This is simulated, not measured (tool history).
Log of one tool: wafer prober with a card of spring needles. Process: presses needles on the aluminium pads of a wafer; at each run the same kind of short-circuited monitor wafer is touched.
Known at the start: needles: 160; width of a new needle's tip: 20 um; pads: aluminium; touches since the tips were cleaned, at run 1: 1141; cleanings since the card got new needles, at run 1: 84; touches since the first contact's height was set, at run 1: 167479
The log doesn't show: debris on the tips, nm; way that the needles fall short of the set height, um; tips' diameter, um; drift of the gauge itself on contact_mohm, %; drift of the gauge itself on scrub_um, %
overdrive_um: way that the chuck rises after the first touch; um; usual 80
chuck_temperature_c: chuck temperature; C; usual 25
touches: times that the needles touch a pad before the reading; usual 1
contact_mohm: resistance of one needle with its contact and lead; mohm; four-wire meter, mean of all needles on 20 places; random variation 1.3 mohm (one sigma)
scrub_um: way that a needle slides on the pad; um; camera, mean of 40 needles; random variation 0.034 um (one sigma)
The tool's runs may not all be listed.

| run | hour | overdrive_um | chuck_temperature_c | touches | touches since the tips were cleaned | cleanings since the card got new needles | touches since the first contact's height was set | contact_mohm | scrub_um |
|---|---|---|---|---|---|---|---|---|---|
| 1 | 0 | 80 | 25 | 1 | 1141 | 84 | 167479 | 109 | 9.76 |
|  | 7.3 | tips cleaned on abrasive film |
| 2 | 11.2 | 80 | 25 | 1 | 1750 | 85 | 172397 | 109 | 9.77 |
|  | 17 | tips cleaned on abrasive film |
| 3 | 23.2 | 80 | 25 | 1 | 2767 | 86 | 177643 | 110 | 9.79 |
|  | 25.8 | tips cleaned on abrasive film |
|  | 34.8 | tips cleaned on abrasive film |
|  | 43.9 | tips cleaned on abrasive film |
| 4 | 45.3 | 80 | 25 | 1 | 604 | 89 | 187238 | 107 | 9.69 |
|  | 52.8 | tips cleaned on abrasive film |
| 5 | 58 | 80 | 25 | 1 | 2261 | 90 | 192788 | 108 | 9.66 |
|  | 61.5 | tips cleaned on abrasive film |
|  | 71.7 | tips cleaned on abrasive film |
| 6 | 75.7 | 80 | 25 | 1 | 1783 | 92 | 200536 | 110 | 9.68 |
|  | 81 | tips cleaned on abrasive film |
|  | 85.2 | height of the first contact set anew |
|  | 89.9 | tips cleaned on abrasive film |
| 7 | 97.1 | 80 | 25 | 1 | 3167 | 94 | 5222 | 109 | 9.74 |
|  | 100.1 | tips cleaned on abrasive film |
|  | 108.9 | tips cleaned on abrasive film |
| 8 | 111.9 | 80 | 25 | 1 | 1352 | 96 | 11676 | 109 | 9.7 |
|  | 117.9 | tips cleaned on abrasive film |
|  | 127.9 | tips cleaned on abrasive film |
| 9 | 127.9 | 80 | 25 | 1 | 0 | 98 | 18640 | 108 | 9.72 |
|  | 136.8 | tips cleaned on abrasive film |
| 10 | 138.6 | 80 | 25 | 1 | 774 | 99 | 23303 | 109 | 9.71 |
|  | 145.5 | tips cleaned on abrasive film |
|  | 154.4 | tips cleaned on abrasive film |
| 11 | 155.4 | 80 | 67 | 1 | 474 | 101 | 30643 | 113 | 9.69 |
|  | 163.9 | tips cleaned on abrasive film |
| 12 | 166.6 | 65 | 70 | 2 | 1193 | 102 | 35517 | 118 | 7.88 |
|  | 173.6 | tips cleaned on abrasive film |
|  | 183.9 | tips cleaned on abrasive film |
| 13 | 188.8 | 65 | 70 | 2 | 2148 | 104 | 45241 | 118 | 7.89 |
|  | 192.6 | tips cleaned on abrasive film |
|  | 201.6 | tips cleaned on abrasive film |
|  | 211.4 | tips cleaned on abrasive film |
| 14 | 211.4 | 90 | 25 | 1 | 0 | 107 | 55061 | 105 | 10.92 |
|  | 220.6 | tips cleaned on abrasive film |
| 15 | 226.6 | 100 | 114 | 1 | 2655 | 108 | 61752 | 117 | 12.16 |
|  | 230 | tips cleaned on abrasive film |
|  | 239.5 | tips cleaned on abrasive film |
| 16 | 246.5 | 82 | 53 | 1 | 3075 | 110 | 70430 | 111 | 9.98 |
|  | 249 | tips cleaned on abrasive film |
|  | 257.7 | tips cleaned on abrasive film |
| 17 | 265.2 | 82 | 53 | 1 | 3327 | 112 | 78598 | 111 | 9.97 |
|  | 266.5 | tips cleaned on abrasive film |
|  | 275.6 | tips cleaned on abrasive film |
| 18 | 278.8 | 82 | 53 | 1 | 1431 | 114 | 84528 | 112 | 9.97 |
|  | 284.1 | tips cleaned on abrasive film |
| 19 | 291.8 | 82 | 53 | 1 | 3397 | 115 | 90201 | 112 | 9.9 |
|  | 294 | tips cleaned on abrasive film |
|  | 302.8 | tips cleaned on abrasive film |
| 20 | 310.4 | 82 | 53 | 1 | 3360 | 117 | 98330 | 111 | 9.93 |

4 ways to go on from here, each from the tool as it stands after run 20. What would each give?
|  | 312.1 | tips cleaned on abrasive film |
|  | 320.7 | tips cleaned on abrasive film |
|  | 329.2 | tips cleaned on abrasive film |
| A | 331.3 | 80 | 25 | 1 | 960 | 120 | 107423 | ? | ? |
|  | 312.1 | tips cleaned on abrasive film |
|  | 320.7 | tips cleaned on abrasive film |
|  | 329.2 | tips cleaned on abrasive film |
| B | 331.3 | 63 | 53 | 1 | 960 | 120 | 107423 | ? | ? |
|  | 312.1 | tips cleaned on abrasive film |
|  | 320.7 | tips cleaned on abrasive film |
|  | 329.2 | tips cleaned on abrasive film |
| C | 331.3 | 69 | 53 | 1 | 960 | 120 | 107423 | ? | ? |
|  | 312.1 | tips cleaned on abrasive film |
|  | 320.7 | tips cleaned on abrasive film |
|  | 329.2 | tips cleaned on abrasive film |
| D | 331.3 | 83 | 53 | 1 | 960 | 120 | 107423 | ? | ? |

| run | contact_mohm | scrub_um |
|---|---|---|
| A | 108 | 9.7 |
| B | 117 | 7.65 |
| C | 115 | 8.39 |
| D | 111 | 10.14 |
Without the tool's hidden state the same runs would have given:
| run | contact_mohm | scrub_um |
|---|---|---|
| A | 108 | 9.71 |
| B | 116 | 7.65 |
| C | 115 | 8.39 |
| D | 111 | 10.14 |

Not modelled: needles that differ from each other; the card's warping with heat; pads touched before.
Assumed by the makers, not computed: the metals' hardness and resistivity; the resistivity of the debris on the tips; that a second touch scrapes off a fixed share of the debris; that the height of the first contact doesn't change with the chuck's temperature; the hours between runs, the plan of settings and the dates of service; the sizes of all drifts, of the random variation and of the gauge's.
